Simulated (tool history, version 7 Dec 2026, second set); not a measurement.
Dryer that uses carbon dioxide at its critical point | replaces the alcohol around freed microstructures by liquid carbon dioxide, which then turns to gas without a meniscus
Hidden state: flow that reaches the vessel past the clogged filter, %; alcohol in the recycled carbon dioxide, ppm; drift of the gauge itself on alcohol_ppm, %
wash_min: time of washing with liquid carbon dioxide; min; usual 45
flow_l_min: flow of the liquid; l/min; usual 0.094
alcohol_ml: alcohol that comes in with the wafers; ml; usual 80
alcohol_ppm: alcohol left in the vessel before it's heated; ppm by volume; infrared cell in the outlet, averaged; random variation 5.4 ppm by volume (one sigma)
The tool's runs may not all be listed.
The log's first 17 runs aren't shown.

run,hour,wash_min,flow_l_min,alcohol_ml,hours of work since the filter was changed,hours of work since the purifier's bed was changed,alcohol_ppm
18,137,45,0.094,80,18,188,167
19,144.1,45,0.0928,80,23,193,194
20,154.8,45,0.094,80,30,200,169
21,161.5,45,0.094,80,34,204,176
22,171.2,58,0.094,80,41,211,46
23,180.8,45,0.0565,89,47,217,3345
24,187.6,61,0.1417,99,52,222,29
25,194,45,0.1134,35,56,226,50
26,204.5,31,0.1022,51,63,233,591
27,212.5,31,0.1022,51,68,239,604
28,223.2,64,0.056,21,76,246,191
29,232.8,45,0.094,50,82,252,131
30,242.1,45,0.094,48,88,258,127
31,251.9,45,0.094,48,95,265,140
32,256.8,45,0.1301,83,98,268,49
33,263.3,45,0.1301,83,103,273,50
34,271.8,30,0.0903,66,108,278,1742
35,278.4,30,0.0903,66,113,283,1790
36,283.1,45,0.094,74,116,286,205
37,292,45,0.0609,43,122,292,1259
38,301.4,45,0.0614,37,128,298,1094
39,306.3,40,0.0747,109,132,302,2108
40,317,40,0.0756,43,139,309,809
41,323.4,40,0.0756,43,143,313,788

3 ways to go on from here, each from the tool as it stands after run 41. What would each give?
A,328.3,40,0.117,66,146,316,?
B,328.3,60,0.0562,60,146,316,?
C,328.3,45,0.094,51,146,316,?

run,alcohol_ppm
A,105
B,768
C,169
Without the tool's hidden state the same runs would have given:
run,alcohol_ppm
A,44
B,539
C,92

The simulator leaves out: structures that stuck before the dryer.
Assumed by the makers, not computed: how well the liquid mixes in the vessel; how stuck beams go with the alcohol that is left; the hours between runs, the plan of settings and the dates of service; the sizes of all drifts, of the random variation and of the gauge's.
